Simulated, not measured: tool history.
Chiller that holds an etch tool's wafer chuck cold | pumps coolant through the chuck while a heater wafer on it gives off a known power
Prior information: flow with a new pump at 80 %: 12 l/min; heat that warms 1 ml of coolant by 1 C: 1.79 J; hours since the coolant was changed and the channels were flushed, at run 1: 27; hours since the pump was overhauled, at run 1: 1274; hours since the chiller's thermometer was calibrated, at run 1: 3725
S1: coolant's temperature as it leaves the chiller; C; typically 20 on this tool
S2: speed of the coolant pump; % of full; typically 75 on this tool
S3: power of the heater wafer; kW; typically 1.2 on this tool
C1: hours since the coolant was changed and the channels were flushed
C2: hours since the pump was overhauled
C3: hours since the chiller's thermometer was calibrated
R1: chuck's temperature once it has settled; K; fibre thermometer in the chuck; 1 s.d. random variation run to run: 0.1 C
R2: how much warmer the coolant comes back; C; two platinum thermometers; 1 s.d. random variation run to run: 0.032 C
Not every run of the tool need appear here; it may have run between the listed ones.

{"run": 1, "hour": 0.0, "S1": 20, "S2": 75, "S3": 1.2, "C1": 27, "C2": 1274, "C3": 3725, "R1": 301.55, "R2": 3.65}
{"run": 2, "hour": 82.6, "S1": 20, "S2": 75, "S3": 1.2, "C1": 109, "C2": 1357, "C3": 3807, "R1": 301.65, "R2": 3.61}
{"run": 3, "hour": 123.2, "S1": 20, "S2": 75, "S3": 1.2, "C1": 150, "C2": 1397, "C3": 3848, "R1": 301.75, "R2": 3.71}
{"run": 4, "hour": 169.3, "S1": 20, "S2": 75, "S3": 1.2, "C1": 196, "C2": 1443, "C3": 3894, "R1": 301.55, "R2": 3.64}
{"run": 5, "hour": 207.9, "S1": 20, "S2": 75, "S3": 1.2, "C1": 235, "C2": 1482, "C3": 3933, "R1": 301.75, "R2": 3.59}
{"run": 6, "hour": 287.5, "S1": 20, "S2": 75, "S3": 1.2, "C1": 314, "C2": 1562, "C3": 4012, "R1": 301.65, "R2": 3.69}
{"run": 7, "hour": 325.3, "S1": 20, "S2": 75, "S3": 1.2, "C1": 352, "C2": 1599, "C3": 4050, "R1": 301.45, "R2": 3.68}
{"run": 8, "hour": 374.8, "S1": 20, "S2": 75, "S3": 1.2, "C1": 402, "C2": 1649, "C3": 4100, "R1": 301.55, "R2": 3.63}
{"run": 9, "hour": 436.5, "S1": 20, "S2": 75, "S3": 1.2, "C1": 463, "C2": 1711, "C3": 4161, "R1": 301.85, "R2": 3.7}
{"run": 10, "hour": 504.1, "S1": 20, "S2": 76, "S3": 1.2, "C1": 531, "C2": 1778, "C3": 4229, "R1": 301.45, "R2": 3.58}
{"run": 11, "hour": 555.9, "S1": 20, "S2": 76, "S3": 1.2, "C1": 583, "C2": 1830, "C3": 4281, "R1": 301.65, "R2": 3.6}
{"run": 12, "hour": 612.9, "S1": 20, "S2": 76, "S3": 1.2, "C1": 640, "C2": 1887, "C3": 4338, "R1": 301.75, "R2": 3.58}
{"run": 13, "hour": 677.8, "S1": 20, "S2": 75, "S3": 1.2, "C1": 704, "C2": 1952, "C3": 4403, "R1": 301.95, "R2": 3.66}
{"run": 14, "hour": 747.5, "S1": 20, "S2": 75, "S3": 1.2, "C1": 774, "C2": 2022, "C3": 4472, "R1": 301.85, "R2": 3.63}
{"run": 15, "hour": 824.6, "S1": 20, "S2": 74, "S3": 0.62, "C1": 851, "C2": 2099, "C3": 4549, "R1": 297.85, "R2": 1.91}
{"run": 16, "hour": 906.4, "S1": 26, "S2": 62, "S3": 1.308, "C1": 933, "C2": 2180, "C3": 4631, "R1": 310.25, "R2": 4.84}
{"hour": 913.9, "done": "chiller's thermometer calibrated"}
{"run": 17, "hour": 989.8, "S1": 20, "S2": 79, "S3": 0.739, "C1": 1015, "C2": 2263, "C3": 76, "R1": 298.85, "R2": 2.21}
{"run": 18, "hour": 1045.1, "S1": 20, "S2": 80, "S3": 0.764, "C1": 1071, "C2": 2318, "C3": 131, "R1": 298.75, "R2": 2.23}
{"run": 19, "hour": 1084.7, "S1": 20, "S2": 80, "S3": 0.651, "C1": 1110, "C2": 2358, "C3": 171, "R1": 298.15, "R2": 1.87}
{"run": 20, "hour": 1146.6, "S1": 20, "S2": 80, "S3": 0.651, "C1": 1172, "C2": 2420, "C3": 233, "R1": 298.15, "R2": 1.88}
{"hour": 1200.8, "done": "chiller's thermometer calibrated, once more"}
{"run": 21, "hour": 1229.5, "S1": 19, "S2": 80, "S3": 0.68, "C1": 1254, "C2": 2501, "C3": 29, "R1": 296.75, "R2": 1.97}
{"run": 22, "hour": 1264.5, "S1": 23, "S2": 100, "S3": 0.767, "C1": 1289, "C2": 2537, "C3": 64, "R1": 300.35, "R2": 1.8}
{"run": 23, "hour": 1330.8, "S1": 23, "S2": 100, "S3": 0.767, "C1": 1356, "C2": 2603, "C3": 130, "R1": 300.25, "R2": 1.83}

Alternative continuations, all from the tool just after run 23; predict every row:
{"run": "A", "hour": 1365.9, "S1": 27, "S2": 65, "S3": 1.532, "C1": 1391, "C2": 2638, "C3": 165, "R1": "?", "R2": "?"}
{"run": "B", "hour": 1365.9, "S1": 11, "S2": 62, "S3": 1.2, "C1": 1391, "C2": 2638, "C3": 165, "R1": "?", "R2": "?"}
{"run": "C", "hour": 1365.9, "S1": 25, "S2": 74, "S3": 1.048, "C1": 1391, "C2": 2638, "C3": 165, "R1": "?", "R2": "?"}
{"run": "D", "hour": 1365.9, "S1": 23, "S2": 96, "S3": 1.057, "C1": 1391, "C2": 2638, "C3": 165, "R1": "?", "R2": "?"}
{"run": "E", "hour": 1365.9, "S1": 24, "S2": 100, "S3": 0.767, "C1": 1391, "C2": 2638, "C3": 165, "R1": "?", "R2": "?"}

run=A R1=312.35 R2=5.44
run=B R1=294.35 R2=4.45
run=C R1=305.55 R2=3.32
run=D R1=302.05 R2=2.62
run=E R1=301.35 R2=1.76
Without the tool's hidden state the same runs would have given:
run=A R1=311.65 R2=5.19
run=B R1=293.75 R2=4.24
run=C R1=305.05 R2=3.17
run=D R1=301.65 R2=2.5
run=E R1=301.05 R2=1.68
